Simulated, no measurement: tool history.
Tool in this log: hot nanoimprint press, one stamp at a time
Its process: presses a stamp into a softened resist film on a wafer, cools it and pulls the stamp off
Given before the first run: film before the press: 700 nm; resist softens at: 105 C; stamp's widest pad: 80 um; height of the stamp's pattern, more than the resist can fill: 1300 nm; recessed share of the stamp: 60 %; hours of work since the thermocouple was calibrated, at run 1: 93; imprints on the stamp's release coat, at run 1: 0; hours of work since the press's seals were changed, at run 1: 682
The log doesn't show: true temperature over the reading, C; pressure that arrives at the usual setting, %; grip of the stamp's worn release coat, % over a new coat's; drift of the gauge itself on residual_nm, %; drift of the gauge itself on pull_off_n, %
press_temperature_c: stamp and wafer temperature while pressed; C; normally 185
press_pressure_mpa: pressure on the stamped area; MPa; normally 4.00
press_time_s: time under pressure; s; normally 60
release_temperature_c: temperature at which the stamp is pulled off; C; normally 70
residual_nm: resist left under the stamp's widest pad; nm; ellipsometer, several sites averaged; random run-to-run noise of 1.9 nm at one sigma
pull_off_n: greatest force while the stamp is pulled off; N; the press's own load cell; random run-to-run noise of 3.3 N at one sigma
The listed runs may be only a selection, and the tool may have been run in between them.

run,hour,press_temperature_c,press_pressure_mpa,press_time_s,release_temperature_c,hours of work since the thermocouple was calibrated,imprints on the stamp's release coat,hours of work since the press's seals were changed,residual_nm,pull_off_n
1,0.0,185,4.00,60,70,93,0,682,305.4,160
2,35.0,185,4.00,60,75,109,104,698,306.8,144
3,55.0,189,4.00,60,70,118,163,708,272.2,160
4,80.4,185,4.00,60,70,130,238,719,305.2,155
5,113.9,185,4.00,106,70,145,337,735,248.1,162
6,152.5,185,4.00,106,70,163,451,753,249.0,160
7,174.1,196,4.00,106,70,173,515,762,182.7,156
8,198.1,196,4.00,106,70,184,586,774,182.1,161
9,224.0,196,4.00,106,70,196,663,785,183.0,154
10,257.8,184,4.95,62,72,212,763,801,276.4,149

Estimate the outcome of run 11 from the log above:
11,294.7,185,4.00,60,78,229,872,818,?,?

{"run 11": {"residual_nm": 306.5, "pull_off_n": 134}}
Had the tool carried no hidden state, the very same run would have given residual_nm 306.2 nm, pull_off_n 133 N.

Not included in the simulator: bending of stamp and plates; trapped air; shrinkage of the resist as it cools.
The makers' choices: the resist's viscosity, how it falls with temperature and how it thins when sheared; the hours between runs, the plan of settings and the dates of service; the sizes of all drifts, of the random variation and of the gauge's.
